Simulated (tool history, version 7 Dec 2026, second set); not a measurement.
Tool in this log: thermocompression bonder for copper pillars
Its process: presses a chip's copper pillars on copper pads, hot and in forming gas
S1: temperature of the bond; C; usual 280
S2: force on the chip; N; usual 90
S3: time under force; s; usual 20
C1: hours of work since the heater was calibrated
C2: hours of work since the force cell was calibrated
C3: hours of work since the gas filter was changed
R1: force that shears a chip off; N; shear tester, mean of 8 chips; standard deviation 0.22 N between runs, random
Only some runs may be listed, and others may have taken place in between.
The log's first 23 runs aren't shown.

Run 24, hour 598.7: usual settings but S1 291 C, S2 119 N, S3 59 s; C1 131; C2 35; C3 134. Result: R1 67.4 N.
Run 25, hour 619.5: usual settings but S2 61 N, S3 19 s; C1 147; C2 50; C3 150. Result: R1 28.8 N.
Run 26, hour 652.1: usual settings but S2 122 N, S3 22 s; C1 172; C2 75; C3 174. Result: R1 43.2 N.
Run 27, hour 682.0: usual settings but S1 304 C, S2 77 N; C1 194; C2 98; C3 197. Result: R1 47.7 N.
Run 28, hour 707.2: usual settings but S1 304 C, S2 77 N; C1 213; C2 117; C3 216. Result: R1 47.8 N.
Run 29, hour 733.0: usual settings but S1 276 C, S2 124 N; C1 233; C2 136; C3 236. Result: R1 39.3 N.
Run 30, hour 749.7: usual settings but S1 276 C, S2 124 N; C1 245; C2 149; C3 248. Result: R1 39.3 N.
Run 31, hour 776.9: usual settings but S1 276 C, S2 124 N; C1 266; C2 169; C3 269. Result: R1 39.5 N.
Run 32, hour 800.6: usual settings but S1 289 C, S2 124 N; C1 284; C2 187; C3 287. Result: R1 47.7 N.
At hour 808.9: forming gas filter changed.
Run 33, hour 834.5: usual settings but S1 300 C, S2 101 N, S3 36 s; C1 309; C2 212; C3 19. Result: R1 61.0 N.
Run 34, hour 857.7: usual settings but S1 286 C, S2 91 N, S3 60 s; C1 327; C2 230; C3 37. Result: R1 57.8 N.
Run 35, hour 891.9: usual settings but S2 57 N, S3 10 s; C1 353; C2 256; C3 63. Result: R1 21.2 N.
Run 36, hour 915.2: usual settings but S2 57 N, S3 10 s; C1 370; C2 273; C3 80. Result: R1 21.3 N.
Run 37, hour 945.4: usual settings but S1 283 C, S2 57 N, S3 44 s; C1 393; C2 296; C3 103. Result: R1 41.4 N.
Run 38, hour 983.2: usual settings but S1 283 C, S2 57 N, S3 44 s; C1 422; C2 325; C3 132. Result: R1 41.4 N.
Run 39, hour 1019.1: usual settings but S1 268 C, S2 68 N, S3 15 s; C1 449; C2 352; C3 159. Result: R1 22.2 N.

Predict each of these 4 candidate next runs independently; none follows another, all start after run 39:
Run A, hour 1053.4: usual settings but S1 266 C; C1 475; C2 378; C3 185. Result: R1 ?.
Run B, hour 1053.4: usual settings but S1 268 C, S2 99 N, S3 41 s; C1 475; C2 378; C3 185. Result: R1 ?.
Run C, hour 1053.4: usual settings but S1 301 C, S2 68 N, S3 22 s; C1 475; C2 378; C3 185. Result: R1 ?.
Run D, hour 1053.4: usual settings but S1 300 C, S2 123 N, S3 42 s; C1 475; C2 378; C3 185. Result: R1 ?.

run    R1
  A  28.4
  B  41.3
  C  45.0
  D  68.1
Stripped of hidden state, with their random variation kept, the same runs would have yielded:
run    R1
  A  28.4
  B  41.2
  C  44.9
  D  68.1
